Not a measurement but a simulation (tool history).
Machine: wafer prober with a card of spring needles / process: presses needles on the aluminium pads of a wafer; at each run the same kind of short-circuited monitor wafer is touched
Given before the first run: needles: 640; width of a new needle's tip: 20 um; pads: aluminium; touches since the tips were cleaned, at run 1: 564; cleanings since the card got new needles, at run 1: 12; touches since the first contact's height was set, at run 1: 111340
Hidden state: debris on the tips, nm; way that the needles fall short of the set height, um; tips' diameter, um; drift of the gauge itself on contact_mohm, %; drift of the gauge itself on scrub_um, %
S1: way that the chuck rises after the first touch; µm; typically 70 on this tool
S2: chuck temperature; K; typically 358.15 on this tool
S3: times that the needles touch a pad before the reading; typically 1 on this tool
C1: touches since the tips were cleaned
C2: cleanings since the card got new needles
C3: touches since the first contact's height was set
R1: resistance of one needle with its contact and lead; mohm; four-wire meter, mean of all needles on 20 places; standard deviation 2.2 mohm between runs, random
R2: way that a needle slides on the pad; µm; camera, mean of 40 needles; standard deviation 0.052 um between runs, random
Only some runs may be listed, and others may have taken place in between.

Run 1, day 0.000: usual settings; C1 564; C2 12; C3 111340. Result: R1 321 mohm, R2 17.35 µm.
Run 2, day 0.804: usual settings but S3 2; C1 6939; C2 12; C3 117715. Result: R1 443 mohm, R2 17.38 µm.
At day 0.938: tips cleaned on abrasive film.
Run 3, day 1.521: usual settings but S3 2; C1 4629; C2 13; C3 123367. Result: R1 409 mohm, R2 17.35 µm.
At day 1.971: tips cleaned on abrasive film.
Run 4, day 2.600: usual settings; C1 4979; C2 14; C3 131918. Result: R1 520 mohm, R2 17.32 µm.
At day 3.000: tips cleaned on abrasive film.
Run 5, day 3.442: usual settings; C1 3516; C2 15; C3 138566. Result: R1 475 mohm, R2 17.25 µm.
At day 4.000: tips cleaned on abrasive film.
Run 6, day 4.025: usual settings; C1 190; C2 16; C3 143164. Result: R1 300 mohm, R2 17.22 µm.
Run 7, day 4.483: usual settings but S1 60 µm; C1 3838; C2 16; C3 146812. Result: R1 595 mohm, R2 14.71 µm.
At day 5.033: tips cleaned on abrasive film.
Run 8, day 5.117: usual settings but S1 60 µm; C1 670; C2 17; C3 151810. Result: R1 342 mohm, R2 14.69 µm.
At day 6.046: tips cleaned on abrasive film.
Run 9, day 6.154: usual settings but S1 60 µm; C1 865; C2 18; C3 160013. Result: R1 357 mohm, R2 14.56 µm.
At day 7.083: tips cleaned on abrasive film.
Run 10, day 7.125: usual settings but S2 308.15 K, S3 2; C1 350; C2 19; C3 167693. Result: R1 268 mohm, R2 17.13 µm.
At day 8.104: tips cleaned on abrasive film.
Run 11, day 8.104: usual settings but S2 308.15 K, S3 2; C1 0; C2 20; C3 175422. Result: R1 253 mohm, R2 17.08 µm.
At day 9.100: tips cleaned on abrasive film.
Run 12, day 9.138: usual settings but S1 61 µm, S2 326.15 K; C1 293; C2 21; C3 183608. Result: R1 320 mohm, R2 14.82 µm.
At day 10.092: tips cleaned on abrasive film.
Run 13, day 10.092: usual settings but S1 82 µm, S2 302.15 K; C1 0; C2 22; C3 191150. Result: R1 256 mohm, R2 20.13 µm.

What differs in the tool's unlogged condition from the final listed run ahead of each entry between runs to the first listed run following it?
Run 2 -> run 3: tips cleaned on abrasive film (day 0.938)
  debris on the tips, nm: 158 -> 128.1; way that the needles fall short of the set height, um: 1.35 -> 1.48; tips' diameter, um: 20.47 -> 20.52
  measured result minus the result with no hidden state, R1: +196 -> +161 mohm; R2: -0.34 -> -0.38 µm
Run 3 -> run 4: tips cleaned on abrasive film (day 1.971)
  debris on the tips, nm: 128.1 -> 125; way that the needles fall short of the set height, um: 1.48 -> 1.6; tips' diameter, um: 20.52 -> 20.56
  measured result minus the result with no hidden state, R1: +161 -> +268 mohm; R2: -0.38 -> -0.41 µm
Run 4 -> run 5: tips cleaned on abrasive film (day 3.000)
  debris on the tips, nm: 125 -> 108.7; way that the needles fall short of the set height, um: 1.6 -> 1.74; tips' diameter, um: 20.56 -> 20.61
  measured result minus the result with no hidden state, R1: +268 -> +230 mohm; R2: -0.41 -> -0.44 µm
Run 5 -> run 6: tips cleaned on abrasive film (day 4.000)
  debris on the tips, nm: 108.7 -> 22.8; way that the needles fall short of the set height, um: 1.74 -> 1.82; tips' diameter, um: 20.61 -> 20.64
  measured result minus the result with no hidden state, R1: +230 -> +51 mohm; R2: -0.44 -> -0.46 µm
Run 7 -> run 8: tips cleaned on abrasive film (day 5.033)
  debris on the tips, nm: 120.7 -> 29.7; way that the needles fall short of the set height, um: 1.82 -> 1.92; tips' diameter, um: 20.64 -> 20.67
  measured result minus the result with no hidden state, R1: +345 -> +88 mohm; R2: -0.46 -> -0.48 µm
Run 8 -> run 9: tips cleaned on abrasive film (day 6.046)
  debris on the tips, nm: 29.7 -> 35.6; way that the needles fall short of the set height, um: 1.92 -> 2.05; tips' diameter, um: 20.67 -> 20.72
  measured result minus the result with no hidden state, R1: +88 -> +105 mohm; R2: -0.48 -> -0.52 µm
Run 9 -> run 10: tips cleaned on abrasive film (day 7.083)
  debris on the tips, nm: 35.6 -> 24.4; way that the needles fall short of the set height, um: 2.05 -> 2.16; tips' diameter, um: 20.72 -> 20.76
  measured result minus the result with no hidden state, R1: +105 -> +36 mohm; R2: -0.52 -> -0.55 µm
Run 10 -> run 11: tips cleaned on abrasive film (day 8.104)
  debris on the tips, nm: 24.4 -> 9.5; way that the needles fall short of the set height, um: 2.16 -> 2.24; tips' diameter, um: 20.76 -> 20.78
  measured result minus the result with no hidden state, R1: +36 -> +15 mohm; R2: -0.55 -> -0.57 µm
Run 11 -> run 12: tips cleaned on abrasive film (day 9.100)
  debris on the tips, nm: 9.5 -> 24.4; way that the needles fall short of the set height, um: 2.24 -> 2.38; tips' diameter, um: 20.78 -> 20.83
  measured result minus the result with no hidden state, R1: +15 -> +77 mohm; R2: -0.57 -> -0.60 µm
Run 12 -> run 13: tips cleaned on abrasive film (day 10.092)
  debris on the tips, nm: 24.4 -> 14.9; way that the needles fall short of the set height, um: 2.38 -> 2.5; tips' diameter, um: 20.83 -> 20.88
  measured result minus the result with no hidden state, R1: +77 -> +28 mohm; R2: -0.60 -> -0.64 µm
